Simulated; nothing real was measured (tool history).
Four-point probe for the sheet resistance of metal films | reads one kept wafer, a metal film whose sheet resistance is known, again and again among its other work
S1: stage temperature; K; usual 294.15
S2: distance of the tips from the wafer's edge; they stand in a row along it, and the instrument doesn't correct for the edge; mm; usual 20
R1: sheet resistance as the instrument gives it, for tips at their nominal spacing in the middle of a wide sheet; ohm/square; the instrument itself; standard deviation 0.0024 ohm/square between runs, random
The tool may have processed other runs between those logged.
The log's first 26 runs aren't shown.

run    hour      S1  S2         R1
 27  1054.6  294.15   4  12.323662
 28  1113.0  305.15  23  12.126844
 29  1168.1  292.15   3  12.458477
 30  1195.5  297.15  54  12.151794
 31  1248.8  306.15  13  12.139821
 32  1302.6  306.15  13  12.135269
 33  1353.1  294.15  16  12.171127
 34  1411.7  294.15  16  12.169129
 35  1462.5  299.15   7  12.194542
 36  1514.4  299.15  45  12.149796
 37  1563.1  299.15  45  12.148929
 38  1591.1  299.15  45  12.142037
 39  1649.7  299.15  45  12.145187
 40  1675.4  294.15   9  12.196444
 41  1706.0  302.15  10  12.162262
 42  1740.6  303.15   6  12.201464
 43  1764.5  302.15   7  12.185904
 44  1800.5  303.15  44  12.129413
 45  1836.5  301.15  47  12.137338

Alternative continuations, all from the tool just after run 45; predict every row:
  A  1883.5  298.15  47   ?
  B  1883.5  293.15  15   ?
  C  1883.5  305.15  47   ?

run         R1
  A  12.146852
  B  12.178271
  C  12.122047
Without the tool's unlogged condition, the same runs would have read:
run         R1
  A  12.148171
  B  12.179595
  C  12.123363
